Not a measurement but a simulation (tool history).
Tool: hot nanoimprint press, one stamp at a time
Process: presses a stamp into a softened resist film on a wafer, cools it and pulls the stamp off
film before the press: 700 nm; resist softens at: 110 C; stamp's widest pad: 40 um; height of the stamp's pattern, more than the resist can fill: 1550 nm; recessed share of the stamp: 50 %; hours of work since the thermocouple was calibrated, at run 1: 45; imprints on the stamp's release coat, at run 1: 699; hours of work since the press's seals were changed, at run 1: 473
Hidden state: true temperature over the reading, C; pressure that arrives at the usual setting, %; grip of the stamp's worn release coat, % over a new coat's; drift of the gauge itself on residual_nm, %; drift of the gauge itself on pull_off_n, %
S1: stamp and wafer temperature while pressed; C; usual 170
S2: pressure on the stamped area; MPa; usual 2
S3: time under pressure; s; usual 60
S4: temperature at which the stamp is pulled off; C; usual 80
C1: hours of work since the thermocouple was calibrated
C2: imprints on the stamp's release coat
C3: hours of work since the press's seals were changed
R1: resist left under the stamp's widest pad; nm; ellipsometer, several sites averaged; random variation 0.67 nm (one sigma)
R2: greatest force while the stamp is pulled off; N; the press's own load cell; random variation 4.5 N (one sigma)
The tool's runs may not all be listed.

| run | hour | S1 | S2 | S3 | S4 | C1 | C2 | C3 | R1 | R2 |
|---|---|---|---|---|---|---|---|---|---|---|
| 1 | 0 | 170 | 2 | 60 | 80 | 45 | 699 | 473 | 386.8 | 257 |
| 2 | 11.6 | 170 | 2 | 60 | 80 | 53 | 756 | 481 | 385.5 | 277 |
| 3 | 22.6 | 170 | 2 | 95 | 80 | 61 | 810 | 489 | 327.2 | 266 |
| 4 | 32.9 | 170 | 3.09 | 60 | 80 | 68 | 861 | 496 | 325.9 | 269 |
| 5 | 45.7 | 170 | 2 | 60 | 71 | 76 | 924 | 504 | 385.6 | 277 |
| 6 | 62.5 | 170 | 2 | 60 | 80 | 88 | 1007 | 516 | 383.9 | 284 |
| 7 | 78.1 | 170 | 2 | 60 | 80 | 99 | 1084 | 527 | 385.4 | 288 |
| 8 | 95.2 | 170 | 2 | 51 | 80 | 110 | 1169 | 538 | 405.4 | 284 |
| 9 | 108.2 | 170 | 2 | 51 | 80 | 119 | 1233 | 547 | 404.7 | 286 |
| 10 | 116.8 | 170 | 2 | 51 | 80 | 125 | 1275 | 553 | 405.7 | 291 |
| 11 | 126.9 | 170 | 2 | 51 | 80 | 132 | 1325 | 560 | 403.2 | 306 |
| 12 | 141.9 | 170 | 2 | 51 | 80 | 142 | 1399 | 570 | 404.4 | 304 |
| 13 | 149.3 | 170 | 2 | 51 | 80 | 147 | 1435 | 575 | 404.2 | 302 |
| 14 | 161.7 | 170 | 2 | 60 | 80 | 156 | 1497 | 584 | 382.7 | 307 |
|  | 165.9 | plate thermocouple calibrated |
| 15 | 174.6 | 170 | 2 | 60 | 87 | 6 | 1545 | 590 | 381.9 | 293 |
|  | 186.6 | stamp cleaned and given a new release coat |
| 16 | 197.8 | 170 | 2 | 48 | 80 | 18 | 55 | 602 | 409.8 | 225 |
|  | 205.8 | plate thermocouple calibrated, once more |
| 17 | 210.9 | 170 | 2 | 48 | 80 | 3 | 105 | 609 | 415.9 | 225 |
| 18 | 228.1 | 170 | 2 | 48 | 80 | 15 | 190 | 621 | 415.2 | 232 |
| 19 | 242.7 | 180 | 3.18 | 48 | 72 | 25 | 262 | 631 | 198.4 | 248 |
| 20 | 256.5 | 180 | 3.18 | 48 | 72 | 35 | 330 | 640 | 198.4 | 241 |
| 21 | 268.7 | 161 | 3.18 | 69 | 72 | 43 | 391 | 649 | 491.4 | 244 |
| 22 | 280.5 | 161 | 2.6 | 87 | 67 | 51 | 449 | 657 | 487.7 | 268 |
| 23 | 292.5 | 164 | 1.47 | 106 | 85 | 59 | 508 | 665 | 475.6 | 239 |
| 24 | 307.3 | 170 | 3.01 | 60 | 80 | 69 | 581 | 675 | 328.8 | 250 |
| 25 | 318 | 170 | 2.35 | 99 | 86 | 77 | 634 | 682 | 299.2 | 250 |
| 26 | 332 | 174 | 1.61 | 38 | 80 | 86 | 703 | 692 | 398.7 | 254 |
| 27 | 346.6 | 170 | 3.16 | 60 | 86 | 96 | 775 | 702 | 323 | 258 |
| 28 | 360.3 | 170 | 3.16 | 60 | 86 | 105 | 843 | 711 | 322.4 | 268 |
| 29 | 373.4 | 159 | 1.5 | 38 | 77 | 114 | 907 | 720 | 643.6 | 279 |

Forecast each of these 3 alternatives for the next run:
| A | 390.9 | 177 | 1.5 | 38 | 78 | 126 | 994 | 732 | ? | ? |
| B | 390.9 | 159 | 1.27 | 38 | 77 | 126 | 994 | 732 | ? | ? |
| C | 390.9 | 159 | 1.5 | 38 | 68 | 126 | 994 | 732 | ? | ? |

| run | R1 | R2 |
|---|---|---|
| A | 351.5 | 288 |
| B | 648.9 | 277 |
| C | 640.6 | 299 |
Without the tool's hidden state the same runs would have given:
| run | R1 | R2 |
|---|---|---|
| A | 353.9 | 228 |
| B | 650.5 | 220 |
| C | 642.2 | 237 |
